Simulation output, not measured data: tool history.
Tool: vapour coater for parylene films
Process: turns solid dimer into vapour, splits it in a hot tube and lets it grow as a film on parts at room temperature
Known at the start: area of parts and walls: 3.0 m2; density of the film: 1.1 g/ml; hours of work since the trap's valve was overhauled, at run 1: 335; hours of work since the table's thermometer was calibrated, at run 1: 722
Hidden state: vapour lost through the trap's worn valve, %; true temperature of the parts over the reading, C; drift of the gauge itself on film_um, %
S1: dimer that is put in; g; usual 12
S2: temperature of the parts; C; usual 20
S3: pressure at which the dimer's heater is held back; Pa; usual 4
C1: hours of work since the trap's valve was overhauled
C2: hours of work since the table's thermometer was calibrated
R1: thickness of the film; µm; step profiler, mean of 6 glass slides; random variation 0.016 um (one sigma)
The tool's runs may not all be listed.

run	hour	S1	S2	S3	C1	C2	R1
1	0	12	20	4	335	722	1.61
2	35.4	12	17	4	349	737	1.72
3	69	8	17	4	364	751	1.14
4	89.5	8	17	4	372	760	1.15
# hour 113.2: trap's valve overhauled
5	118	8	17	4	2	770	1.32
6	159.6	12	20	4	19	787	1.81
7	193.5	12	27	4	34	802	1.5
8	220.4	12	19	4	45	813	1.85
9	250.8	12	19	4	58	826	1.83
10	269.2	12	19	4	66	833	1.82
11	304.9	16	27	11.86	81	848	1.6
12	332.7	18	27	3.59	92	860	2.24
13	371.9	7	20	4.98	109	877	0.95
14	393.8	5	14	4.98	118	886	0.82
15	420.1	5	14	4.98	129	897	0.83
16	453.1	9	24	3.41	143	911	1.2
17	487.3	9	24	3.41	157	925	1.17

Forecast each of these 4 alternatives for the next run:
A	530.1	21	29	2.12	175	943	?
B	530.1	5	20	4	175	943	?
C	530.1	9	30	3.41	175	943	?
D	530.1	12	16	4	175	943	?

run	R1
A	2.69
B	0.72
C	1.03
D	1.91
Without the tool's hidden state the same runs would have given:
run	R1
A	2.87
B	0.77
C	1.1
D	2.04
